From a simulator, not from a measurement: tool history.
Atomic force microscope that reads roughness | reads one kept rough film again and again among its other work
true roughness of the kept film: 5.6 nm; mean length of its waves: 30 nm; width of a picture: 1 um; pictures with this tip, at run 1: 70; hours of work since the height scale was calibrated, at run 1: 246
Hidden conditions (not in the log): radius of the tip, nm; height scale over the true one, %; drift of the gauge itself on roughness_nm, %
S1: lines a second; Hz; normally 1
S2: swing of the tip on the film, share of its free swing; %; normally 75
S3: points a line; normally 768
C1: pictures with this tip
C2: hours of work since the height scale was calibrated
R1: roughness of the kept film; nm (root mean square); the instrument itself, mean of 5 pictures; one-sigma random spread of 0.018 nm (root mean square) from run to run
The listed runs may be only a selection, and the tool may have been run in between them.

run   hour    S1  S2   S3   C1   C2     R1
  1      0     1  75  768   70  246  3.728
  2     29     1  75  768  119  263  3.362
  3   61.8     1  75  768  174  282  3.047
  4   91.6     1  75  768  224  299  2.813
      94.7  -- new tip fitted
  5  110.3  1.66  75  768   27  310  3.889
  6  128.9  1.66  75  768   58  321  3.641
  7  163.5  1.66  75  768  116  341  3.241
  8  186.9  0.81  75  768  156  354  3.214
  9  202.7  0.81  75  768  182  363  3.083
 10  224.8  0.81  75  768  219  376  2.856
     229.7  -- new tip fitted
 11  262.5  0.81  75  768   55  398  3.912
 12  285.3  0.81  75  768   93  411  3.598
 13  307.4  0.81  75  768  131  424  3.357
 14  327.5  0.81  75  768  164  435  3.188
     331.3  -- height scale calibrated on a step standard
 15  356.4  0.81  75  768  211   14  2.996
     366.8  -- new tip fitted
 16  376.1  0.81  75  768   16   26   4.25
 17  400.5     1  75  768   57   40  3.821
 18  416.5     1  75  768   84   49   3.62
 19  451.8     1  75  768  143   69  3.228
     486.7  -- height scale calibrated on a step standard, once more
 20  486.7     1  75  768  200    0  2.928
     503.1  -- new tip fitted
 21  507.6     1  74  768    8   12  4.292
 22  527.9     1  75  768   42   24  3.984
 23  556.2     1  75  768   89   40  3.584
 24  571.4     1  75  768  115   49  3.438
 25  596.9     1  75  768  158   63   3.15
 26  620.9     1  73  768  198   77  2.994
     638.8  -- new tip fitted
 27  647.8     1  73  768   15   93  4.198
 28  681.4  0.76  61  950   71  112  3.982
 29  709.9  0.76  61  950  119  129  3.584

Expected results for the next run?
 30  741.8  0.76  61  950  173  147   ?

Logged for run 30: R1 3.274 nm (root mean square).
Minus the tool's unlogged condition, the same run would have read R1 4.641 nm (root mean square).

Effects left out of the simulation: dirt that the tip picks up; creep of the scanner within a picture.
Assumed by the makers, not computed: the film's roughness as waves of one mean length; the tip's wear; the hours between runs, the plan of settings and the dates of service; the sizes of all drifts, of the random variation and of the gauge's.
